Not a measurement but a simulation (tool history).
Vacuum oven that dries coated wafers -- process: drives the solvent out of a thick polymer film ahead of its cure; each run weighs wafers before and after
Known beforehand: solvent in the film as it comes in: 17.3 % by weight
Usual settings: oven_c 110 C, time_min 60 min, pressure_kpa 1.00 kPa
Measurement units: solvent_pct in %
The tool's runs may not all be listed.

run,day,oven_c,time_min,pressure_kpa,solvent_pct
1,0.000,110,60,1.00,4.19
2,1.062,110,60,1.00,4.16
3,3.075,110,60,1.00,4.25
4,4.858,110,60,1.00,4.20
5,6.208,110,60,1.00,4.12
6,8.267,110,60,1.00,4.21
7,9.688,110,60,1.00,4.27
8,10.829,110,60,1.00,4.24
9,12.183,119,60,1.00,2.30
10,13.892,110,60,1.00,4.21
11,15.308,110,60,1.00,3.80
12,17.167,110,38,1.00,6.00
13,19.271,110,60,1.00,3.80
14,20.988,110,54,1.00,4.30
15,22.196,110,68,1.00,3.18
16,24.204,106,68,1.00,4.24
17,25.508,110,60,1.00,3.85
18,27.346,110,60,1.00,3.83
19,28.808,110,60,1.00,3.86
20,29.933,110,60,1.00,3.75
21,30.962,110,60,1.00,3.84
22,33.038,119,60,1.00,1.95
23,34.925,110,60,1.00,3.86
24,37.088,110,60,1.00,3.99
25,39.112,97,30,3.23,10.81
26,41.017,110,92,1.00,2.17
27,43.371,99,33,0.52,9.25
28,44.404,99,33,0.52,9.39
29,46.058,101,60,0.76,6.37
30,47.217,99,60,3.41,7.90
31,48.667,112,61,3.41,4.18
32,50.171,112,61,3.41,4.29
33,51.654,112,61,3.41,4.21
34,53.962,112,61,3.41,4.11
35,55.721,112,61,3.41,4.07
36,57.808,95,82,0.71,6.48
37,59.250,112,43,0.53,5.18
38,61.154,115,66,1.00,2.52
39,62.133,95,32,1.00,10.64
40,64.296,115,93,0.78,1.39
41,66.642,115,41,2.49,5.06
42,68.067,118,72,3.89,2.58
43,70.208,110,85,1.37,2.73
44,71.862,108,60,2.15,5.08
45,73.112,108,60,2.15,5.09
46,75.029,100,55,2.28,7.84
47,76.850,107,95,1.00,2.94

Taken out of this log: 1 entry between the listed runs. Where each belongs, and how the hidden state differs across it:
Run 10 -> run 11: oven's thermocouples calibrated (day 14.954)
  true wafer temperature over the reading, C: -1.92 -> 0.25; true pressure over the reading, kPa: 0.103 -> 0.106
  the result without the hidden state subtracted from the measured one, solvent_pct: +0.51 -> -0.03 %
